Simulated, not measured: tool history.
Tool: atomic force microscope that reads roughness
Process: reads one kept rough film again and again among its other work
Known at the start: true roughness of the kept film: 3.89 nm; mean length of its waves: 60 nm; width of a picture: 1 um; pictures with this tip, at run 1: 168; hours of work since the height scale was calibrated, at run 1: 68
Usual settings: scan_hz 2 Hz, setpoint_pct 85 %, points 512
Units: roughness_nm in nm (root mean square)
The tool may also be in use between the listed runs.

run     day  scan_hz  setpoint_pct  points  pictures with this tip  hours of work since the height scale was calibrated  roughness_nm
  1       0        2            85     512                     168                                                   68         3.025
  2   0.475        2            85     512                     179                                                   74         3.056
  3   0.783        2            85     512                     186                                                   78         3.022
  4   1.146        2            85     512                     194                                                   82          3.02
  5   1.625        2            85     512                     205                                                   88         3.018
  6   2.192      0.9            85     512                     218                                                   95         3.318
  7    2.55      0.9            85     512                     226                                                  100         3.317
  8   3.054     0.51            85     512                     238                                                  106         3.488
  9   3.379        2            85     790                     245                                                  110         2.978
 10   3.812        2            85     790                     255                                                  115         2.975
 11   4.221        2            85     790                     264                                                  120         2.981
 12   4.683        2            85     431                     275                                                  126         2.994
      5.362  -- new tip fitted
 13   5.362        2            85     751                       0                                                  134         3.117
 14   6.025        2            85     751                      15                                                  142         3.122
 15   6.433     0.66            62     512                      24                                                  147         3.728
 16   6.788     0.72            60     292                      32                                                  152         3.697
 17   7.338     0.84            89     977                      45                                                  159         3.402
 18   7.933        2            76     798                      58                                                  166         3.302
 19   8.612        2            84     512                      74                                                  174         3.115
 20    8.95        2            63     669                      81                                                  178         3.526
 21   9.367        2            79     440                      91                                                  184         3.226
 22   9.829     0.64            71    1003                     101                                                  189         3.621
 23  10.175     0.64            71    1003                     109                                                  194         3.621
 24  10.525     1.31            71     540                     117                                                  198         3.467
 25  11.196     2.29            85    1004                     132                                                  206         2.972
 26  11.492     2.29            85    1004                     139                                                  210         2.978
 27  12.042     1.33            79     356                     152                                                  217          3.35

5 ways to go on from here, each from the tool as it stands after run 27. What would each give?
  A  12.621     0.72            76     305                     165                                                  224             ?
  B  12.621     1.23            87     558                     165                                                  224             ?
  C  12.621     2.52            65     512                     165                                                  224             ?
  D  12.621     3.31            60     877                     165                                                  224             ?
  E  12.621        2            85     418                     165                                                  224             ?

run  roughness_nm
  A           3.5
  B         3.239
  C         3.378
  D         3.369
  E         3.035
Without the tool's hidden state the same runs would have given:
run  roughness_nm
  A          3.61
  B         3.341
  C         3.485
  D         3.475
  E         3.131
